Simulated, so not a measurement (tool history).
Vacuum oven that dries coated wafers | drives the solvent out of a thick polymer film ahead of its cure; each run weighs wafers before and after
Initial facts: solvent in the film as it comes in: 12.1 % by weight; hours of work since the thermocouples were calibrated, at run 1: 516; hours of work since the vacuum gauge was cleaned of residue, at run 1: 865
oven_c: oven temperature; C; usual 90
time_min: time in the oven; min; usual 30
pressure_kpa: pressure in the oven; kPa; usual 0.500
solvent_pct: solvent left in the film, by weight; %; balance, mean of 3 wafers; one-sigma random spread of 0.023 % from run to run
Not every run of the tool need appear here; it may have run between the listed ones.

| run | hour | oven_c | time_min | pressure_kpa | hours of work since the thermocouples were calibrated | hours of work since the vacuum gauge was cleaned of residue | solvent_pct |
|---|---|---|---|---|---|---|---|
| 1 | 0.0 | 90 | 30 | 0.500 | 516 | 865 | 0.64 |
| 2 | 89.0 | 90 | 30 | 0.500 | 578 | 927 | 0.64 |
| 3 | 130.0 | 100 | 30 | 0.500 | 607 | 956 | 0.26 |
| 4 | 206.7 | 100 | 30 | 0.500 | 660 | 1009 | 0.22 |
| 5 | 262.9 | 100 | 30 | 0.500 | 699 | 1048 | 0.24 |
| 6 | 315.5 | 100 | 30 | 0.500 | 735 | 1084 | 0.23 |
| 7 | 399.3 | 100 | 30 | 0.500 | 793 | 1142 | 0.25 |
| 8 | 462.5 | 100 | 30 | 0.500 | 837 | 1186 | 0.26 |
| 9 | 550.6 | 90 | 30 | 0.500 | 898 | 1247 | 0.62 |
| 10 | 608.9 | 90 | 27 | 0.500 | 939 | 1288 | 0.73 |
| 11 | 659.9 | 90 | 27 | 0.500 | 974 | 1323 | 0.75 |
| 12 | 711.6 | 90 | 27 | 0.500 | 1010 | 1359 | 0.74 |
| 13 | 765.6 | 84 | 30 | 0.500 | 1047 | 1396 | 1.26 |
| 14 | 804.9 | 91 | 30 | 0.500 | 1075 | 1423 | 0.55 |
| 15 | 889.9 | 91 | 30 | 0.500 | 1133 | 1482 | 0.59 |
| 16 | 962.6 | 91 | 30 | 0.500 | 1184 | 1533 | 0.58 |
|  | 970.2 | oven's thermocouples calibrated |
| 17 | 1029.7 | 91 | 30 | 0.500 | 41 | 1578 | 0.58 |
| 18 | 1100.1 | 99 | 41 | 0.305 | 90 | 1627 | 0.25 |
|  | 1131.9 | oven's thermocouples calibrated, once more |
| 19 | 1143.4 | 103 | 41 | 0.717 | 8 | 1655 | 0.32 |
| 20 | 1208.3 | 98 | 26 | 1.248 | 53 | 1700 | 0.69 |
| 21 | 1259.3 | 98 | 26 | 1.248 | 88 | 1736 | 0.62 |
| 22 | 1328.2 | 101 | 46 | 1.248 | 136 | 1784 | 0.51 |
| 23 | 1388.6 | 91 | 30 | 0.500 | 178 | 1825 | 0.71 |
| 24 | 1482.3 | 79 | 24 | 1.671 | 243 | 1890 | 3.71 |
| 25 | 1567.1 | 98 | 24 | 0.921 | 302 | 1949 | 0.58 |
| 26 | 1629.0 | 85 | 30 | 1.412 | 345 | 1992 | 1.80 |
| 27 | 1700.9 | 87 | 30 | 1.412 | 394 | 2042 | 1.48 |
| 28 | 1792.6 | 85 | 54 | 0.753 | 458 | 2106 | 0.78 |
| 29 | 1840.4 | 85 | 54 | 0.753 | 491 | 2139 | 0.78 |
| 30 | 1928.9 | 85 | 54 | 0.753 | 553 | 2200 | 0.81 |
| 31 | 2022.1 | 96 | 23 | 1.969 | 617 | 2265 | 1.10 |

Predict each of these 4 candidate next runs independently; none follows another, all start after run 31:
| A | 2103.3 | 90 | 30 | 0.386 | 674 | 2321 | ? |
| B | 2103.3 | 88 | 21 | 1.609 | 674 | 2321 | ? |
| C | 2103.3 | 96 | 23 | 0.789 | 674 | 2321 | ? |
| D | 2103.3 | 83 | 30 | 0.500 | 674 | 2321 | ? |

| run | solvent_pct |
|---|---|
| A | 0.73 |
| B | 2.07 |
| C | 0.68 |
| D | 1.57 |
With no hidden state in the tool, these same runs would have given:
| run | solvent_pct |
|---|---|
| A | 0.52 |
| B | 1.92 |
| C | 0.52 |
| D | 1.35 |
